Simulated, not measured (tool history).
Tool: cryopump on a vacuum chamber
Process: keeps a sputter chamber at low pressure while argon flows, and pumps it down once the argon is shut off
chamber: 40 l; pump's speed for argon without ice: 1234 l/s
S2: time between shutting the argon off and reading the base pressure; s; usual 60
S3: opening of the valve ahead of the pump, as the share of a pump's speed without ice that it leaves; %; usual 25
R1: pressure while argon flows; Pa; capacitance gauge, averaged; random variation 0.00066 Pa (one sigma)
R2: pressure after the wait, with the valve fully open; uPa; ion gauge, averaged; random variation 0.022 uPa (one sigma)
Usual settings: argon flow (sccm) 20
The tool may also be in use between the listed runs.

run 1 hour=0 | argon_flow_(sccm)=20 S2=60 S3=25 | R1=0.1101 R2=2.97
run 2 hour=11.5 | argon_flow_(sccm)=12 S2=60 S3=25 | R1=0.0662 R2=3.08
run 3 hour=20.6 | argon_flow_(sccm)=24 S2=60 S3=25 | R1=0.1316 R2=3.02
run 4 hour=34.7 | argon_flow_(sccm)=24 S2=60 S3=25 | R1=0.1336 R2=3.09
run 5 hour=50.8 | argon_flow_(sccm)=37 S2=60 S3=25 | R1=0.2075 R2=3.24
run 6 hour=68.8 | argon_flow_(sccm)=37 S2=60 S3=25 | R1=0.2055 R2=3.25
run 7 hour=78.5 | argon_flow_(sccm)=20 S2=30 S3=25 | R1=0.111 R2=3.7
run 8 hour=88.4 | argon_flow_(sccm)=20 S2=30 S3=25 | R1=0.1124 R2=3.79
run 9 hour=98.9 | argon_flow_(sccm)=24 S2=30 S3=25 | R1=0.1346 R2=3.79
run 10 hour=111.2 | argon_flow_(sccm)=24 S2=30 S3=25 | R1=0.1346 R2=3.89
run 11 hour=127.9 | argon_flow_(sccm)=24 S2=30 S3=25 | R1=0.135 R2=3.89
run 12 hour=139.7 | argon_flow_(sccm)=24 S2=30 S3=25 | R1=0.1358 R2=3.89
run 13 hour=157.8 | argon_flow_(sccm)=20 S2=187 S3=25 | R1=0.1142 R2=3.25
run 14 hour=173 | argon_flow_(sccm)=20 S2=187 S3=23 | R1=0.1236 R2=3.26
run 15 hour=184.6 | argon_flow_(sccm)=20 S2=187 S3=23 | R1=0.1233 R2=3.39
run 16 hour=202.1 | argon_flow_(sccm)=20 S2=187 S3=23 | R1=0.1238 R2=3.36
run 17 hour=218 | argon_flow_(sccm)=20 S2=187 S3=23 | R1=0.1246 R2=3.43
run 18 hour=236.6 | argon_flow_(sccm)=20 S2=60 S3=25 | R1=0.1151 R2=3.93
run 19 hour=253.1 | argon_flow_(sccm)=13 S2=60 S3=16 | R1=0.1143 R2=3.9
run 20 hour=271 | argon_flow_(sccm)=13 S2=60 S3=16 | R1=0.1156 R2=3.99
run 21 hour=281.1 | argon_flow_(sccm)=38 S2=158 S3=16 | R1=0.3377 R2=3.92
run 22 hour=291.7 | argon_flow_(sccm)=38 S2=158 S3=16 | R1=0.3403 R2=3.7
run 23 hour=309.8 | argon_flow_(sccm)=38 S2=158 S3=16 | R1=0.3401 R2=3.97
run 24 hour=326 | argon_flow_(sccm)=38 S2=30 S3=31 | R1=0.1839 R2=4.79
run 25 hour=339.6 | argon_flow_(sccm)=20 S2=209 S3=21 | R1=0.1396 R2=4.1
run 26 hour=356.8 | argon_flow_(sccm)=20 S2=209 S3=35 | R1=0.0878 R2=4.04
run 27 hour=371.6 | argon_flow_(sccm)=20 S2=55 S3=23 | R1=0.1283 R2=4.53
run 28 hour=383.8 | argon_flow_(sccm)=20 S2=55 S3=23 | R1=0.1305 R2=4.66
run 29 hour=400 | argon_flow_(sccm)=20 S2=55 S3=23 | R1=0.1305 R2=4.63
run 30 hour=408.2 | argon_flow_(sccm)=20 S2=55 S3=23 | R1=0.1298 R2=4.72
-- hour=420.4 leaking fittings of the chamber tightened, without venting
run 31 hour=424.5 | argon_flow_(sccm)=24 S2=285 S3=25 | R1=0.146 R2=0.46
run 32 hour=441.2 | argon_flow_(sccm)=10 S2=285 S3=44 | R1=0.0369 R2=0.47
run 33 hour=459.3 | argon_flow_(sccm)=9 S2=60 S3=25 | R1=0.0544 R2=0.88
run 34 hour=471.5 | argon_flow_(sccm)=12 S2=35 S3=32 | R1=0.0593 R2=1.24
run 35 hour=479.3 | argon_flow_(sccm)=11 S2=35 S3=32 | R1=0.0533 R2=1.25

Forecast each of these 3 alternatives for the next run:
run A hour=488.1 | argon_flow_(sccm)=28 S2=211 S3=16 | R1=? R2=?
run B hour=488.1 | argon_flow_(sccm)=19 S2=35 S3=20 | R1=? R2=?
run C hour=488.1 | argon_flow_(sccm)=19 S2=34 S3=30 | R1=? R2=?

run=A R1=0.2562 R2=0.64
run=B R1=0.1434 R2=1.28
run=C R1=0.0992 R2=1.27
Without the tool's hidden state the same runs would have given:
run=A R1=0.2377 R2=0.37
run=B R1=0.1307 R2=0.99
run=C R1=0.0865 R2=0.98
